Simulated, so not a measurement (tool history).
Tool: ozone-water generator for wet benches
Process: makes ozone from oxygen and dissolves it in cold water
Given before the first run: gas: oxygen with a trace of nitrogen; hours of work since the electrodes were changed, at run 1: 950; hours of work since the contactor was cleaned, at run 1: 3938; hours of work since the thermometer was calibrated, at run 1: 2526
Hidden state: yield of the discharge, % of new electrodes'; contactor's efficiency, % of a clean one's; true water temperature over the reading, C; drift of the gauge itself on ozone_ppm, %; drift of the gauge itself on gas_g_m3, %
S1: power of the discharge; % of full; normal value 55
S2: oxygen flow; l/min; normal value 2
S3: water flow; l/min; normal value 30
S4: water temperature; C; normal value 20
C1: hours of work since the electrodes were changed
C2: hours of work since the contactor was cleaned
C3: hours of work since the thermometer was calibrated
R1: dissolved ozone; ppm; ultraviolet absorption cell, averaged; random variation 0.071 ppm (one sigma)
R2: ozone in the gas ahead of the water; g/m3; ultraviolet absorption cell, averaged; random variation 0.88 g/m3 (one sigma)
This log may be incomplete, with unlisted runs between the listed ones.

run,hour,S1,S2,S3,S4,C1,C2,C3,R1,R2
1,0,55,2,30,20,950,3938,2526,5.19,141.9
2,41.6,55,2,30,20,988,3976,2563,5.16,141.3
3,64.5,55,2,30,20,1008,3996,2584,5.21,142.9
4,103,55,2,30,20,1043,4031,2618,5.12,140.6
5,131.3,55,2,30,20,1068,4056,2644,5.07,142.5
6,165.4,55,2,30,20,1099,4087,2674,5.11,139.8
7,189.2,55,2,30,20,1120,4108,2696,5.05,141.2
8,222.2,55,2.2,30,20,1150,4138,2725,5.25,134.7
9,250,55,2.2,30,20,1175,4163,2750,5.24,133.5
10,294.2,55,2,30,20,1214,4202,2790,5.23,141.1
11,316.3,55,2,30,20,1234,4222,2810,5.13,140.1
12,354.9,55,2,30,20,1269,4257,2844,5.31,139.3
13,386.4,55,2.43,38,18,1297,4285,2872,4.34,126.2
14,405.9,55,1.39,30,20,1314,4303,2890,4.53,166.8
15,430.5,97,2,39,20,1337,4325,2912,5.31,193.7
16,473.4,46,1.64,41,15,1375,4363,2951,3.14,139.3
17,500.4,46,1.64,41,15,1399,4387,2975,3.25,139.7
18,530.9,46,1.64,41,15,1427,4415,3002,3.09,139.8
19,554.8,46,2.86,33,26,1448,4436,3024,4.43,108.1
20,587.1,46,2.69,26,23,1477,4465,3053,5.56,108
21,630.3,46,2.69,26,23,1516,4504,3091,5.55,109.4

Branching from run 21: 4 alternative next runs. What would each branch give?
A,663.6,74,3.08,26,23,1546,4534,3121,?,?
B,663.6,46,2.2,26,13,1546,4534,3121,?,?
C,663.6,55,2,30,25,1546,4534,3121,?,?
D,663.6,68,2.69,22,20,1546,4534,3121,?,?

run,R1,R2
A,7.54,132.7
B,5.75,121.1
C,4.9,139.7
D,8.34,136.2
With no hidden state in the tool, these same runs would have given:
run,R1,R2
A,8.11,136.8
B,6.13,123.9
C,5.25,143.3
D,8.94,140.2
